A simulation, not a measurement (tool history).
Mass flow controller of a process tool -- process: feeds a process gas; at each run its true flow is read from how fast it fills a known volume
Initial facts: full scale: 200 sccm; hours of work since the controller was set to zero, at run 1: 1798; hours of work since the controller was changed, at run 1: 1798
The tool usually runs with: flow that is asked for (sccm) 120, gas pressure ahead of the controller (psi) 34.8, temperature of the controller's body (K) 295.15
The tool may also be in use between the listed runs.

run	hour	flow that is asked for (sccm)	gas pressure ahead of the controller (psi)	temperature of the controller's body (K)	hours of work since the controller was set to zero	hours of work since the controller was changed	true flow (%)
1	0	120	34.8	295.15	1798	1798	99.91
2	130.3	93	34.8	295.15	1842	1842	99.84
3	385.6	93	34.8	295.15	1928	1928	99.83
4	624.9	120	20.7	295.15	2008	2008	99.51
5	787.9	120	34.8	295.15	2063	2063	100.07
6	1091.1	120	34.8	295.15	2165	2165	100.14
7	1284.5	120	34.8	295.15	2231	2231	100.15
8	1458.9	120	34.8	295.15	2289	2289	100.21
9	1662.2	120	34.8	295.15	2358	2358	100.22
10	1923.7	120	23.8	295.15	2446	2446	99.78
11	2050.1	120	23.8	295.15	2489	2489	100.03
12	2252.4	112	34.8	295.15	2557	2557	100.36
13	2387.2	112	34.8	295.15	2602	2602	100.45
14	2667.2	112	34.8	295.15	2697	2697	100.29
15	2850.9	112	34.8	298.15	2759	2759	100.38
16	2987.7	44	34.8	298.15	2805	2805	100.12
17	3242.5	120	22.3	295.15	2891	2891	100.15
18	3376.5	120	22.3	295.15	2936	2936	100.2
19	3626.2	55	34.8	300.15	3020	3020	100.08
20	3772.4	150	33.4	295.15	3069	3069	100.69
21	3963.9	150	33.4	295.15	3134	3134	100.71
22	4211	175	20.5	302.15	3217	3217	100.41
23	4508.1	175	20.5	302.15	3317	3317	100.28
24	4747.7	117	26.3	301.15	3398	3398	100.39
25	4988	117	23.2	313.15	3479	3479	99.92
26	5147	117	23.2	313.15	3532	3532	99.98
27	5380.4	32	34.7	295.15	3611	3611	100.49
28	5549.7	32	34.7	294.15	3668	3668	100.56
29	5782.8	25	34.8	302.15	3747	3747	100.44
30	5972.5	117	20.9	297.15	3811	3811	100.45
31	6219.3	85	36.3	293.15	3894	3894	100.95
32	6359	70	37.3	302.15	3941	3941	100.76
33	6640.2	70	37.3	302.15	4036	4036	100.85
34	6903.2	63	26.5	308.15	4124	4124	100.25
35	7181.7	63	26.1	300.15	4218	4218	100.48
36	7336.5	24	30.2	309.15	4270	4270	100.32

Here are 3 independent what-if runs from the current tool condition. What would each one return?
A	7566.1	51	30.2	299.15	4348	4348	?
B	7566.1	60	27.6	296.15	4348	4348	?
C	7566.1	120	34.8	300.15	4348	4348	?

run	true flow (%)
A	100.78
B	100.73
C	101.21
With the hidden condition removed and each run's random variation left untouched, the same runs would have given:
run	true flow (%)
A	99.38
B	99.33
C	99.82

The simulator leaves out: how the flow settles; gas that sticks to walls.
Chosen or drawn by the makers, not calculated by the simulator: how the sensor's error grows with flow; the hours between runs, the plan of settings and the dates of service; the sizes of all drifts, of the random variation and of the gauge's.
